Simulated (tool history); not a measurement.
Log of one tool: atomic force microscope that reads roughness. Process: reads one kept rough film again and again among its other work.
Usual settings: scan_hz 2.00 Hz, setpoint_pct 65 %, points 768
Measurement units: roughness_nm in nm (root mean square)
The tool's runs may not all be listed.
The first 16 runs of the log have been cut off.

-- hour=466.0 new tip fitted
run 17 hour=486.8 | scan_hz=2.00 setpoint_pct=75 points=768 | roughness_nm=2.747
run 18 hour=514.5 | scan_hz=2.00 setpoint_pct=75 points=768 | roughness_nm=2.616
run 19 hour=540.9 | scan_hz=2.00 setpoint_pct=75 points=768 | roughness_nm=2.526
-- hour=568.8 new tip fitted
run 20 hour=579.2 | scan_hz=2.00 setpoint_pct=61 points=768 | roughness_nm=2.868
run 21 hour=597.2 | scan_hz=0.70 setpoint_pct=58 points=990 | roughness_nm=2.823
run 22 hour=625.1 | scan_hz=1.51 setpoint_pct=56 points=990 | roughness_nm=2.669
run 23 hour=665.2 | scan_hz=1.70 setpoint_pct=72 points=768 | roughness_nm=2.468
-- hour=673.7 new tip fitted
run 24 hour=700.4 | scan_hz=1.70 setpoint_pct=72 points=768 | roughness_nm=2.736
run 25 hour=741.6 | scan_hz=1.75 setpoint_pct=72 points=768 | roughness_nm=2.576
run 26 hour=772.7 | scan_hz=3.45 setpoint_pct=75 points=768 | roughness_nm=2.319
-- hour=777.0 new tip fitted
run 27 hour=802.8 | scan_hz=0.97 setpoint_pct=65 points=748 | roughness_nm=2.831
run 28 hour=832.4 | scan_hz=1.23 setpoint_pct=65 points=799 | roughness_nm=2.673
run 29 hour=857.0 | scan_hz=3.52 setpoint_pct=72 points=799 | roughness_nm=2.418
-- hour=883.0 new tip fitted
run 30 hour=900.0 | scan_hz=3.51 setpoint_pct=65 points=382 | roughness_nm=2.734
run 31 hour=939.6 | scan_hz=3.51 setpoint_pct=63 points=382 | roughness_nm=2.571
run 32 hour=961.0 | scan_hz=3.51 setpoint_pct=63 points=382 | roughness_nm=2.474
run 33 hour=983.5 | scan_hz=2.00 setpoint_pct=65 points=710 | roughness_nm=2.466
-- hour=987.6 new tip fitted
run 34 hour=1016.2 | scan_hz=2.00 setpoint_pct=65 points=710 | roughness_nm=2.786
run 35 hour=1041.3 | scan_hz=0.84 setpoint_pct=70 points=768 | roughness_nm=2.706
run 36 hour=1061.9 | scan_hz=0.84 setpoint_pct=70 points=768 | roughness_nm=2.632
-- hour=1091.2 new tip fitted
run 37 hour=1097.5 | scan_hz=0.84 setpoint_pct=70 points=768 | roughness_nm=2.921
run 38 hour=1126.3 | scan_hz=1.04 setpoint_pct=70 points=649 | roughness_nm=2.737

Here are 3 independent what-if runs from the current tool condition. What would each one return?
run A hour=1145.7 | scan_hz=3.17 setpoint_pct=68 points=657 | roughness_nm=?
run B hour=1145.7 | scan_hz=2.23 setpoint_pct=80 points=293 | roughness_nm=?
run C hour=1145.7 | scan_hz=1.93 setpoint_pct=70 points=649 | roughness_nm=?

run=A roughness_nm=2.569
run=B roughness_nm=2.498
run=C roughness_nm=2.582
With the hidden condition removed and each run's random variation left untouched, the same runs would have given:
run=A roughness_nm=2.859
run=B roughness_nm=2.781
run=C roughness_nm=2.876

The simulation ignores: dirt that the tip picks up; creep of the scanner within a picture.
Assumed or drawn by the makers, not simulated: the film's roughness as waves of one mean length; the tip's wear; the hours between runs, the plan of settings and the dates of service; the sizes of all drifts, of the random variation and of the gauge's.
